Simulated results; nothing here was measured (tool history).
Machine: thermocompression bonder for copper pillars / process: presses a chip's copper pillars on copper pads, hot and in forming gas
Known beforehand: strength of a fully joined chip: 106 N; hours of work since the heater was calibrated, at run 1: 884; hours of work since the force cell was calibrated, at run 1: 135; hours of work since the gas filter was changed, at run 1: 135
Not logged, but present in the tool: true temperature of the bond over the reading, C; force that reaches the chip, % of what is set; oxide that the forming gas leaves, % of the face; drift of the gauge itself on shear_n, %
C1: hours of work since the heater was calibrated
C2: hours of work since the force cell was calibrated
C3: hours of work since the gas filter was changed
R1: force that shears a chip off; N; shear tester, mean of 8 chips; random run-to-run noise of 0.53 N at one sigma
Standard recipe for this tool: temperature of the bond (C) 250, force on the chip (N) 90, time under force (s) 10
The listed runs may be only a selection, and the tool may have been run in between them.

{"run": 1, "hour": 0.0, "temperature of the bond (C)": 250, "force on the chip (N)": 90, "time under force (s)": 10, "C1": 884, "C2": 135, "C3": 135, "R1": 56.1}
{"run": 2, "hour": 10.8, "temperature of the bond (C)": 250, "force on the chip (N)": 90, "time under force (s)": 18, "C1": 891, "C2": 142, "C3": 142, "R1": 68}
{"run": 3, "hour": 16.6, "temperature of the bond (C)": 250, "force on the chip (N)": 91, "time under force (s)": 10, "C1": 895, "C2": 145, "C3": 145, "R1": 57.5}
{"run": 4, "hour": 25.2, "temperature of the bond (C)": 250, "force on the chip (N)": 69, "time under force (s)": 10, "C1": 900, "C2": 151, "C3": 151, "R1": 51.7}
{"run": 5, "hour": 34.7, "temperature of the bond (C)": 250, "force on the chip (N)": 66, "time under force (s)": 10, "C1": 907, "C2": 157, "C3": 157, "R1": 50.3}
{"run": 6, "hour": 39.8, "temperature of the bond (C)": 262, "force on the chip (N)": 90, "time under force (s)": 10, "C1": 910, "C2": 160, "C3": 160, "R1": 63.9}
{"run": 7, "hour": 47.7, "temperature of the bond (C)": 250, "force on the chip (N)": 90, "time under force (s)": 10, "C1": 915, "C2": 166, "C3": 166, "R1": 57.9}
{"run": 8, "hour": 52.7, "temperature of the bond (C)": 250, "force on the chip (N)": 90, "time under force (s)": 10, "C1": 918, "C2": 169, "C3": 169, "R1": 57}
{"run": 9, "hour": 57.7, "temperature of the bond (C)": 250, "force on the chip (N)": 90, "time under force (s)": 21, "C1": 922, "C2": 172, "C3": 172, "R1": 70.7}

Predict the results of run 10:
{"run": 10, "hour": 68.2, "temperature of the bond (C)": 249, "force on the chip (N)": 67, "time under force (s)": 12, "C1": 928, "C2": 179, "C3": 179, "R1": "?"}

Run 10 produced R1 53.3 N.
The same run, on a tool lacking any hidden state, would have yielded R1 53.1 N.
